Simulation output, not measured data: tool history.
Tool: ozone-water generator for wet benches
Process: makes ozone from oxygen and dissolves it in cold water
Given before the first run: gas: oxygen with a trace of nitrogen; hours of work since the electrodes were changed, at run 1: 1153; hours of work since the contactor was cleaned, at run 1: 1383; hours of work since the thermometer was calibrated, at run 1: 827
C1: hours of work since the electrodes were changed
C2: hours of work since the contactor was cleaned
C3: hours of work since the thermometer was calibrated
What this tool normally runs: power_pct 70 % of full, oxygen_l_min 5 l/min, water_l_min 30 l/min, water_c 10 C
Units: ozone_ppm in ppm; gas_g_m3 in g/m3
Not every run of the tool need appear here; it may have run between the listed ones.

Run 1, hour 0: usual settings; C1 1153; C2 1383; C3 827. Result: ozone_ppm 24.2 ppm, gas_g_m3 256.3 g/m3.
Run 2, hour 57.9: usual settings; C1 1196; C2 1426; C3 870. Result: ozone_ppm 24 ppm, gas_g_m3 255.4 g/m3.
Run 3, hour 132: usual settings; C1 1251; C2 1481; C3 925. Result: ozone_ppm 23.9 ppm, gas_g_m3 253 g/m3.
Run 4, hour 179.1: usual settings; C1 1286; C2 1516; C3 960. Result: ozone_ppm 24.1 ppm, gas_g_m3 253.4 g/m3.
Run 5, hour 217.2: usual settings but power_pct 57 % of full; C1 1314; C2 1545; C3 988. Result: ozone_ppm 19.7 ppm, gas_g_m3 211.1 g/m3.
Run 6, hour 291.1: usual settings; C1 1369; C2 1600; C3 1043. Result: ozone_ppm 23.8 ppm, gas_g_m3 257 g/m3.
Run 7, hour 322.7: usual settings but water_l_min 25 l/min; C1 1393; C2 1623; C3 1067. Result: ozone_ppm 29 ppm, gas_g_m3 253.7 g/m3.
Run 8, hour 375.4: usual settings but water_l_min 25 l/min; C1 1432; C2 1662; C3 1106. Result: ozone_ppm 28.4 ppm, gas_g_m3 253.4 g/m3.
Run 9, hour 440.2: usual settings; C1 1480; C2 1710; C3 1154. Result: ozone_ppm 23.8 ppm, gas_g_m3 254.5 g/m3.
Run 10, hour 511.3: usual settings; C1 1533; C2 1763; C3 1207. Result: ozone_ppm 23.5 ppm, gas_g_m3 253 g/m3.
Run 11, hour 571.2: usual settings but water_l_min 20 l/min; C1 1578; C2 1808; C3 1251. Result: ozone_ppm 35 ppm, gas_g_m3 253.5 g/m3.
Run 12, hour 614: usual settings but water_c 5 C; C1 1609; C2 1840; C3 1283. Result: ozone_ppm 24.9 ppm, gas_g_m3 251.8 g/m3.
Run 13, hour 653.3: usual settings but water_c 7 C; C1 1639; C2 1869; C3 1312. Result: ozone_ppm 24.5 ppm, gas_g_m3 252.6 g/m3.
At hour 660.2: water thermometer calibrated.
Run 14, hour 711.8: usual settings; C1 1682; C2 1912; C3 38. Result: ozone_ppm 23.6 ppm, gas_g_m3 253.6 g/m3.
Run 15, hour 748.6: usual settings; C1 1709; C2 1939; C3 66. Result: ozone_ppm 23.7 ppm, gas_g_m3 250.9 g/m3.
Run 16, hour 792.2: usual settings but power_pct 95 % of full; C1 1741; C2 1972; C3 98. Result: ozone_ppm 31.1 ppm, gas_g_m3 334.8 g/m3.
At hour 825: water thermometer calibrated, once more.
Run 17, hour 855.5: usual settings; C1 1788; C2 2018; C3 23. Result: ozone_ppm 23.8 ppm, gas_g_m3 252 g/m3.
Run 18, hour 918.3: usual settings but power_pct 99 % of full, oxygen_l_min 7.94 l/min; C1 1835; C2 2065; C3 69. Result: ozone_ppm 33.8 ppm, gas_g_m3 266.5 g/m3.
Run 19, hour 974.6: usual settings but power_pct 99 % of full, oxygen_l_min 2.97 l/min, water_l_min 43 l/min; C1 1877; C2 2107; C3 111. Result: ozone_ppm 18.8 ppm, gas_g_m3 457.5 g/m3.
Run 20, hour 1013.5: usual settings but power_pct 99 % of full, oxygen_l_min 2.97 l/min, water_l_min 43 l/min; C1 1906; C2 2136; C3 140. Result: ozone_ppm 19 ppm, gas_g_m3 457.8 g/m3.
Run 21, hour 1064.7: usual settings but power_pct 99 % of full, oxygen_l_min 2.97 l/min, water_l_min 43 l/min; C1 1944; C2 2174; C3 178. Result: ozone_ppm 18.7 ppm, gas_g_m3 455.2 g/m3.
Run 22, hour 1124.7: usual settings but power_pct 43 % of full, water_l_min 35 l/min, water_c 9 C; C1 1988; C2 2219; C3 223. Result: ozone_ppm 12.8 ppm, gas_g_m3 160 g/m3.
Run 23, hour 1178.6: usual settings but power_pct 66 % of full, oxygen_l_min 2.84 l/min, water_l_min 35 l/min, water_c 9 C; C1 2028; C2 2259; C3 263. Result: ozone_ppm 16.2 ppm, gas_g_m3 323 g/m3.
Run 24, hour 1226.1: usual settings but power_pct 71 % of full, water_l_min 19 l/min, water_c 5 C; C1 2064; C2 2294; C3 298. Result: ozone_ppm 38.2 ppm, gas_g_m3 253.3 g/m3.
Run 25, hour 1292.7: usual settings but power_pct 86 % of full, oxygen_l_min 4.16 l/min, water_l_min 31 l/min, water_c 12 C; C1 2113; C2 2343; C3 348. Result: ozone_ppm 26 ppm, gas_g_m3 330.7 g/m3.
Run 26, hour 1343.2: usual settings; C1 2151; C2 2381; C3 385. Result: ozone_ppm 23.3 ppm, gas_g_m3 251.1 g/m3.
Run 27, hour 1407.7: usual settings but water_l_min 44 l/min; C1 2199; C2 2429; C3 433. Result: ozone_ppm 15.2 ppm, gas_g_m3 249 g/m3.
Run 28, hour 1461.5: usual settings but oxygen_l_min 3.52 l/min, water_l_min 29 l/min; C1 2239; C2 2469; C3 473. Result: ozone_ppm 22.6 ppm, gas_g_m3 302.6 g/m3.
Run 29, hour 1533.6: usual settings but oxygen_l_min 3.52 l/min, water_l_min 29 l/min; C1 2292; C2 2522; C3 527. Result: ozone_ppm 22.5 ppm, gas_g_m3 297.3 g/m3.
Run 30, hour 1602.5: usual settings but power_pct 43 % of full, oxygen_l_min 3.95 l/min, water_l_min 26 l/min, water_c 14 C; C1 2343; C2 2574; C3 578. Result: ozone_ppm 16.1 ppm, gas_g_m3 183.9 g/m3.
Run 31, hour 1668: usual settings but water_l_min 27 l/min, water_c 7 C; C1 2392; C2 2622; C3 627. Result: ozone_ppm 26.2 ppm, gas_g_m3 249 g/m3.
Run 32, hour 1714.2: usual settings but water_l_min 27 l/min, water_c 7 C; C1 2426; C2 2657; C3 661. Result: ozone_ppm 26.4 ppm, gas_g_m3 248.3 g/m3.

5 ways to go on from here, each from the tool as it stands after run 32. What would each give?
Run A, hour 1778.4: usual settings but oxygen_l_min 4.49 l/min, water_l_min 18 l/min, water_c 6 C; C1 2474; C2 2704; C3 709. Result: ozone_ppm ?, gas_g_m3 ?.
Run B, hour 1778.4: usual settings but power_pct 49 % of full, water_l_min 21 l/min, water_c 11 C; C1 2474; C2 2704; C3 709. Result: ozone_ppm ?, gas_g_m3 ?.
Run C, hour 1778.4: usual settings but power_pct 52 % of full, oxygen_l_min 2.54 l/min; C1 2474; C2 2704; C3 709. Result: ozone_ppm ?, gas_g_m3 ?.
Run D, hour 1778.4: usual settings but power_pct 73 % of full, oxygen_l_min 4.81 l/min, water_l_min 28 l/min, water_c 7 C; C1 2474; C2 2704; C3 709. Result: ozone_ppm ?, gas_g_m3 ?.
Run E, hour 1778.4: usual settings but power_pct 80 % of full, oxygen_l_min 6.24 l/min, water_l_min 27 l/min, water_c 9 C; C1 2474; C2 2704; C3 709. Result: ozone_ppm ?, gas_g_m3 ?.

run  ozone_ppm  gas_g_m3
  A       38.4     262.9
  B       23.1     180.3
  C       15.2     274.7
  D       26.6     263.6
  E       29.9       248
Without the tool's hidden state the same runs would have given:
run  ozone_ppm  gas_g_m3
  A       41.3     279.3
  B       24.5     187.8
  C       16.2       287
  D       28.8     280.7
  E       32.6     265.4
